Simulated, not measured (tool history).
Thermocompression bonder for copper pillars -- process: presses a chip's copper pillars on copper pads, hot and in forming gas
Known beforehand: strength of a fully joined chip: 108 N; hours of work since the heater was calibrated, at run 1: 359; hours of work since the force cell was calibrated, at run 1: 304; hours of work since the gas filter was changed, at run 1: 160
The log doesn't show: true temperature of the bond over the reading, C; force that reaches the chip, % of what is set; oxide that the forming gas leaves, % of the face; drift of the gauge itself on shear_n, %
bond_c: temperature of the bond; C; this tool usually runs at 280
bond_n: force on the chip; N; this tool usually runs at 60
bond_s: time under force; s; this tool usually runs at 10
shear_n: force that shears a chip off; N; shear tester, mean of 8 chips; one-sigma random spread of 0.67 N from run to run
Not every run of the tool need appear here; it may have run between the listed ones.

| run | hour | bond_c | bond_n | bond_s | hours of work since the heater was calibrated | hours of work since the force cell was calibrated | hours of work since the gas filter was changed | shear_n |
|---|---|---|---|---|---|---|---|---|
| 1 | 0 | 280 | 60 | 10 | 359 | 304 | 160 | 48.4 |
| 2 | 18.2 | 284 | 60 | 10 | 369 | 314 | 170 | 52.4 |
|  | 31.3 | forming gas filter changed |
| 3 | 36.7 | 280 | 60 | 10 | 379 | 324 | 3 | 50.2 |
| 4 | 60.4 | 280 | 60 | 10 | 392 | 336 | 16 | 48.2 |
| 5 | 72.5 | 280 | 60 | 24 | 398 | 343 | 22 | 65.4 |
| 6 | 91 | 252 | 60 | 10 | 408 | 353 | 32 | 31.1 |
| 7 | 104.5 | 252 | 60 | 10 | 416 | 360 | 40 | 30.9 |
| 8 | 115.2 | 280 | 60 | 10 | 421 | 366 | 45 | 50.2 |
| 9 | 137.1 | 280 | 60 | 10 | 433 | 378 | 57 | 49 |
| 10 | 155.2 | 280 | 60 | 10 | 443 | 388 | 67 | 50 |
| 11 | 168.5 | 280 | 60 | 10 | 450 | 395 | 74 | 48.9 |
| 12 | 186.9 | 280 | 60 | 10 | 460 | 405 | 84 | 49.2 |
| 13 | 197.8 | 280 | 60 | 10 | 466 | 410 | 90 | 49 |
| 14 | 220.5 | 280 | 60 | 10 | 478 | 423 | 102 | 49.2 |
| 15 | 242.8 | 280 | 38 | 17 | 490 | 435 | 114 | 36.7 |
| 16 | 267.6 | 280 | 38 | 17 | 504 | 448 | 128 | 35.4 |
| 17 | 278.1 | 280 | 45 | 7 | 509 | 454 | 133 | 30 |
| 18 | 295.9 | 280 | 45 | 7 | 519 | 463 | 143 | 30.3 |
| 19 | 314.8 | 280 | 45 | 7 | 529 | 474 | 153 | 29.9 |
| 20 | 329.6 | 254 | 45 | 7 | 537 | 482 | 161 | 19 |
| 21 | 340.2 | 301 | 41 | 26 | 543 | 487 | 167 | 60.9 |
|  | 359.6 | forming gas filter changed |
| 22 | 359.6 | 306 | 78 | 6 | 553 | 498 | 0 | 74.9 |
| 23 | 384.3 | 306 | 78 | 6 | 566 | 511 | 13 | 72.8 |
| 24 | 397.6 | 310 | 49 | 18 | 573 | 518 | 20 | 72 |
| 25 | 415.3 | 280 | 83 | 6 | 583 | 528 | 30 | 57.3 |
| 26 | 438.3 | 300 | 78 | 8 | 595 | 540 | 42 | 72 |
| 27 | 461.6 | 274 | 89 | 16 | 608 | 553 | 55 | 75.8 |
| 28 | 486.9 | 257 | 53 | 16 | 622 | 566 | 69 | 34.4 |

Below are 4 alternative next runs, each starting from the tool's condition after run 28. Predict each:
| A | 510.8 | 259 | 51 | 16 | 635 | 579 | 82 | ? |
| B | 510.8 | 257 | 53 | 21 | 635 | 579 | 82 | ? |
| C | 510.8 | 280 | 60 | 25 | 635 | 579 | 82 | ? |
| D | 510.8 | 260 | 60 | 10 | 635 | 579 | 82 | ? |

| run | shear_n |
|---|---|
| A | 34 |
| B | 38.7 |
| C | 65.3 |
| D | 36 |
Without the tool's hidden state the same runs would have given:
| run | shear_n |
|---|---|
| A | 36.8 |
| B | 41.8 |
| C | 69.1 |
| D | 38.8 |
